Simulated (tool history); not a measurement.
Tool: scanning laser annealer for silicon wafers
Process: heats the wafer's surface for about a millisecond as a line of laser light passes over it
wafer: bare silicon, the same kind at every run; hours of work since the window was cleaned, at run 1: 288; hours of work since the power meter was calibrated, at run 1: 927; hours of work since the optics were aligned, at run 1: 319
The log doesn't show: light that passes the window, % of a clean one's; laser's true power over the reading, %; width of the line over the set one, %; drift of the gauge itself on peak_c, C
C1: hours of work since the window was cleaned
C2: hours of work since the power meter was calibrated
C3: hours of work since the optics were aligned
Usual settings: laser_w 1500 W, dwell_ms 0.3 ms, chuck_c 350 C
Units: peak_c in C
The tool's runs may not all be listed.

{"run": 1, "day": 0.0, "laser_w": 1500, "dwell_ms": 0.3, "chuck_c": 350, "C1": 288, "C2": 927, "C3": 319, "peak_c": 1104}
{"run": 2, "day": 1.35, "laser_w": 1500, "dwell_ms": 0.3, "chuck_c": 350, "C1": 305, "C2": 944, "C3": 336, "peak_c": 1110}
{"run": 3, "day": 2.775, "laser_w": 1500, "dwell_ms": 0.336, "chuck_c": 350, "C1": 323, "C2": 962, "C3": 354, "peak_c": 1147}
{"run": 4, "day": 3.95, "laser_w": 1500, "dwell_ms": 0.336, "chuck_c": 350, "C1": 337, "C2": 977, "C3": 369, "peak_c": 1141}
{"run": 5, "day": 5.75, "laser_w": 1500, "dwell_ms": 0.336, "chuck_c": 350, "C1": 360, "C2": 999, "C3": 392, "peak_c": 1142}
{"run": 6, "day": 7.183, "laser_w": 1500, "dwell_ms": 0.336, "chuck_c": 350, "C1": 378, "C2": 1017, "C3": 410, "peak_c": 1137}
{"day": 7.675, "done": "window over the wafer cleaned"}
{"run": 7, "day": 8.717, "laser_w": 1500, "dwell_ms": 0.372, "chuck_c": 350, "C1": 13, "C2": 1036, "C3": 428, "peak_c": 1209}
{"run": 8, "day": 10.525, "laser_w": 1500, "dwell_ms": 0.372, "chuck_c": 350, "C1": 36, "C2": 1059, "C3": 451, "peak_c": 1207}
{"run": 9, "day": 11.425, "laser_w": 1500, "dwell_ms": 0.372, "chuck_c": 350, "C1": 47, "C2": 1070, "C3": 462, "peak_c": 1206}
{"run": 10, "day": 12.912, "laser_w": 1500, "dwell_ms": 0.372, "chuck_c": 350, "C1": 66, "C2": 1089, "C3": 481, "peak_c": 1202}
{"run": 11, "day": 14.238, "laser_w": 1500, "dwell_ms": 0.372, "chuck_c": 322, "C1": 83, "C2": 1105, "C3": 498, "peak_c": 1172}
{"run": 12, "day": 15.029, "laser_w": 1354, "dwell_ms": 0.245, "chuck_c": 350, "C1": 93, "C2": 1115, "C3": 508, "peak_c": 972}
{"run": 13, "day": 16.021, "laser_w": 1523, "dwell_ms": 0.303, "chuck_c": 312, "C1": 105, "C2": 1128, "C3": 520, "peak_c": 1096}
{"run": 14, "day": 17.162, "laser_w": 1286, "dwell_ms": 0.3, "chuck_c": 339, "C1": 120, "C2": 1142, "C3": 535, "peak_c": 984}
{"run": 15, "day": 18.267, "laser_w": 1488, "dwell_ms": 0.342, "chuck_c": 351, "C1": 134, "C2": 1156, "C3": 548, "peak_c": 1156}
{"run": 16, "day": 19.912, "laser_w": 1593, "dwell_ms": 0.223, "chuck_c": 389, "C1": 154, "C2": 1177, "C3": 569, "peak_c": 1098}
{"run": 17, "day": 20.925, "laser_w": 1593, "dwell_ms": 0.223, "chuck_c": 389, "C1": 167, "C2": 1190, "C3": 582, "peak_c": 1096}
{"run": 18, "day": 21.95, "laser_w": 1500, "dwell_ms": 0.3, "chuck_c": 311, "C1": 180, "C2": 1203, "C3": 595, "peak_c": 1071}

Run 19 comes next. What will it give?
{"run": 19, "day": 23.496, "laser_w": 1500, "dwell_ms": 0.3, "chuck_c": 311, "C1": 200, "C2": 1222, "C3": 614, "peak_c": "?"}

peak_c: 1066 C
Without the tool's hidden state the same run would have given peak_c 1096 C.
